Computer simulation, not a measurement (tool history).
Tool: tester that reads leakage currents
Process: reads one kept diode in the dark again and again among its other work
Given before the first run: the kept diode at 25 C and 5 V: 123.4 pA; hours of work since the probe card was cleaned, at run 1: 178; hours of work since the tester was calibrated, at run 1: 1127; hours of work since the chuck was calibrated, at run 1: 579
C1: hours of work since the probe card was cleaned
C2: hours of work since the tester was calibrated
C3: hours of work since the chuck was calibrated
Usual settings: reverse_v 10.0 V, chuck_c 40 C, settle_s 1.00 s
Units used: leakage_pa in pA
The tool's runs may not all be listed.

Run 1, day 0.000: usual settings; C1 178; C2 1127; C3 579. Result: leakage_pa 607.06 pA.
Run 2, day 1.888: usual settings; C1 208; C2 1157; C3 609. Result: leakage_pa 614.00 pA.
Run 3, day 4.058: usual settings; C1 243; C2 1191; C3 644. Result: leakage_pa 609.18 pA.
Run 4, day 5.683: usual settings but reverse_v 16.9 V; C1 269; C2 1217; C3 670. Result: leakage_pa 780.66 pA.
Run 5, day 7.967: usual settings but reverse_v 16.9 V; C1 306; C2 1254; C3 706. Result: leakage_pa 782.34 pA.
Run 6, day 9.988: usual settings; C1 338; C2 1286; C3 739. Result: leakage_pa 607.72 pA.
Run 7, day 12.133: usual settings; C1 372; C2 1321; C3 773. Result: leakage_pa 608.47 pA.
Run 8, day 13.396: usual settings but reverse_v 3.5 V; C1 392; C2 1341; C3 793. Result: leakage_pa 374.77 pA.
Run 9, day 15.458: usual settings but reverse_v 3.5 V; C1 425; C2 1374; C3 826. Result: leakage_pa 372.19 pA.
Run 10, day 17.612: usual settings but reverse_v 3.5 V; C1 460; C2 1408; C3 861. Result: leakage_pa 370.19 pA.
Run 11, day 19.692: usual settings; C1 493; C2 1441; C3 894. Result: leakage_pa 609.50 pA.
Run 12, day 22.583: usual settings; C1 539; C2 1488; C3 940. Result: leakage_pa 608.94 pA.
Run 13, day 24.679: usual settings but chuck_c 56 C; C1 573; C2 1521; C3 974. Result: leakage_pa 2081.65 pA.
Run 14, day 26.804: usual settings but chuck_c 56 C; C1 607; C2 1555; C3 1007. Result: leakage_pa 2071.56 pA.
Run 15, day 28.988: usual settings but chuck_c 56 C; C1 642; C2 1590; C3 1042. Result: leakage_pa 2077.67 pA.
Run 16, day 30.588: usual settings but reverse_v 1.2 V; C1 667; C2 1615; C3 1068. Result: leakage_pa 226.33 pA.
Run 17, day 33.662: usual settings but chuck_c 45 C; C1 716; C2 1665; C3 1117. Result: leakage_pa 905.83 pA.
Run 18, day 35.871: usual settings but chuck_c 45 C; C1 752; C2 1700; C3 1152. Result: leakage_pa 904.45 pA.
At day 38.221: chuck's temperature calibrated.
Run 19, day 38.442: usual settings but chuck_c 45 C; C1 791; C2 1740; C3 4. Result: leakage_pa 906.90 pA.
Run 20, day 39.888: usual settings but chuck_c 42 C; C1 814; C2 1763; C3 27. Result: leakage_pa 719.28 pA.
Run 21, day 41.700: usual settings but reverse_v 19.9 V, chuck_c 22 C; C1 843; C2 1792; C3 56. Result: leakage_pa 183.96 pA.
Run 22, day 44.546: usual settings but reverse_v 19.9 V, chuck_c 22 C; C1 889; C2 1837; C3 101. Result: leakage_pa 182.01 pA.
Run 23, day 47.288: usual settings but reverse_v 5.2 V, chuck_c 43 C, settle_s 4.98 s; C1 933; C2 1881; C3 145. Result: leakage_pa 570.75 pA.
Run 24, day 48.862: usual settings but chuck_c 56 C, settle_s 1.03 s; C1 958; C2 1906; C3 170. Result: leakage_pa 2084.20 pA.
Run 25, day 51.446: usual settings but chuck_c 34 C, settle_s 1.03 s; C1 999; C2 1947; C3 211. Result: leakage_pa 372.85 pA.
Run 26, day 53.938: usual settings but reverse_v 2.5 V, chuck_c 21 C, settle_s 6.93 s; C1 1039; C2 1987; C3 251. Result: leakage_pa 62.18 pA.
Run 27, day 55.333: usual settings but reverse_v 2.5 V, chuck_c 21 C, settle_s 6.93 s; C1 1061; C2 2010; C3 274. Result: leakage_pa 62.13 pA.
Run 28, day 58.246: usual settings but reverse_v 1.8 V, chuck_c 32 C, settle_s 1.08 s; C1 1108; C2 2056; C3 320. Result: leakage_pa 141.82 pA.
Run 29, day 61.046: usual settings but reverse_v 1.8 V, chuck_c 32 C, settle_s 1.08 s; C1 1153; C2 2101; C3 365. Result: leakage_pa 141.44 pA.
Run 30, day 62.358: usual settings but reverse_v 1.3 V, chuck_c 32 C, settle_s 1.08 s; C1 1174; C2 2122; C3 386. Result: leakage_pa 121.77 pA.
Run 31, day 65.379: usual settings but reverse_v 11.5 V, chuck_c 50 C, settle_s 4.70 s; C1 1222; C2 2170; C3 434. Result: leakage_pa 1417.34 pA.
Run 32, day 66.742: usual settings but chuck_c 42 C; C1 1244; C2 2192; C3 456. Result: leakage_pa 717.54 pA.
Run 33, day 68.183: usual settings but chuck_c 28 C, settle_s 2.49 s; C1 1267; C2 2215; C3 479. Result: leakage_pa 224.20 pA.
Run 34, day 71.300: usual settings but reverse_v 19.1 V; C1 1316; C2 2265; C3 529. Result: leakage_pa 829.60 pA.
Run 35, day 73.846: usual settings but reverse_v 6.6 V, chuck_c 25 C; C1 1357; C2 2305; C3 569. Result: leakage_pa 142.04 pA.
Run 36, day 76.129: usual settings but chuck_c 31 C; C1 1394; C2 2342; C3 606. Result: leakage_pa 290.80 pA.
Run 37, day 78.917: usual settings but reverse_v 8.9 V, chuck_c 24 C, settle_s 0.34 s; C1 1438; C2 2387; C3 650. Result: leakage_pa 151.43 pA.
Run 38, day 80.500: usual settings but reverse_v 6.8 V, chuck_c 35 C, settle_s 0.78 s; C1 1463; C2 2412; C3 676. Result: leakage_pa 339.11 pA.
Run 39, day 81.875: usual settings but reverse_v 1.7 V, chuck_c 31 C, settle_s 2.87 s; C1 1485; C2 2434; C3 698. Result: leakage_pa 125.63 pA.
Run 40, day 84.404: usual settings but reverse_v 16.0 V, chuck_c 56 C, settle_s 6.88 s; C1 1526; C2 2474; C3 738. Result: leakage_pa 2582.75 pA.

3 options for the next run, each taken on its own from the tool as it stands now. Forecast them:
Run A, day 86.758: usual settings but reverse_v 9.7 V, chuck_c 44 C, settle_s 3.44 s; C1 1563; C2 2512; C3 776. Result: leakage_pa ?.
Run B, day 86.758: usual settings but reverse_v 3.2 V, chuck_c 56 C, settle_s 4.04 s; C1 1563; C2 2512; C3 776. Result: leakage_pa ?.
Run C, day 86.758: usual settings but reverse_v 3.0 V, chuck_c 33 C, settle_s 0.99 s; C1 1563; C2 2512; C3 776. Result: leakage_pa ?.

run  leakage_pa
  A      826.74
  B     1217.66
  C      195.82
Without the tool's unlogged condition, the same runs would have read:
run  leakage_pa
  A      826.83
  B     1217.97
  C      195.84
